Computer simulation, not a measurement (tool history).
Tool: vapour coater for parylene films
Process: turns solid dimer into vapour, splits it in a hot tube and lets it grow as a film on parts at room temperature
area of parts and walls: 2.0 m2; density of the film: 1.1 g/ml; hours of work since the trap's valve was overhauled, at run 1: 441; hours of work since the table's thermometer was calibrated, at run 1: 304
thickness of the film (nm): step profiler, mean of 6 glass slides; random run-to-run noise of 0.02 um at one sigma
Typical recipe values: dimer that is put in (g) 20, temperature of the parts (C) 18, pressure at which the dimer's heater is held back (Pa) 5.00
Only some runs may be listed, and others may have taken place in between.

run     day  dimer that is put in (g)  temperature of the parts (C)  pressure at which the dimer's heater is held back (Pa)  hours of work since the trap's valve was overhauled  hours of work since the table's thermometer was calibrated  thickness of the film (nm)
  1   0.000                        20                            18                                                    5.00                                                  441                                                         304                        5230
  2   1.621                        20                            18                                                    5.00                                                  470                                                         333                        5200
  3   3.404                        20                            18                                                    5.00                                                  502                                                         365                        5160
  4   4.492                        20                            18                                                    5.00                                                  521                                                         385                        5180
  5   5.500                        20                            18                                                    5.00                                                  539                                                         403                        5190
  6   6.808                        20                            18                                                    5.00                                                  563                                                         426                        5170
  7   8.158                        20                            18                                                    5.00                                                  587                                                         450                        5160
  8   9.879                        20                            24                                                    5.00                                                  618                                                         481                        3840
  9  11.062                        20                            18                                                    5.00                                                  639                                                         502                        5200
 10  12.217                        20                            18                                                    5.00                                                  659                                                         523                        5170
     13.475  -- trap's valve overhauled
 11  13.817                        20                            21                                                    5.00                                                    6                                                         548                        4660
 12  15.054                        20                            21                                                    5.00                                                   28                                                         570                        4620
 13  16.817                        20                            28                                                    5.00                                                   60                                                         602                        3300
 14  18.367                        25                            27                                                    4.28                                                   87                                                         630                        4470
 15  20.246                        20                            18                                                    9.29                                                  121                                                         663                        4570
 16  21.525                        20                            18                                                    6.74                                                  144                                                         686                        4960
 17  22.308                        20                            12                                                    5.00                                                  158                                                         700                        7200

Here are 3 independent what-if runs from the current tool condition. What would each one return?
  A  23.392                        31                            14                                                    2.51                                                  177                                                         719                           ?
  B  23.392                        13                            18                                                    5.00                                                  177                                                         719                           ?
  C  23.392                        25                            11                                                    8.41                                                  177                                                         719                           ?

run  thickness of the film (nm)
  A                       11960
  B                        3460
  C                        8270
With the hidden condition removed and each run's random variation left untouched, the same runs would have given:
run  thickness of the film (nm)
  A                       11830
  B                        3420
  C                        8180

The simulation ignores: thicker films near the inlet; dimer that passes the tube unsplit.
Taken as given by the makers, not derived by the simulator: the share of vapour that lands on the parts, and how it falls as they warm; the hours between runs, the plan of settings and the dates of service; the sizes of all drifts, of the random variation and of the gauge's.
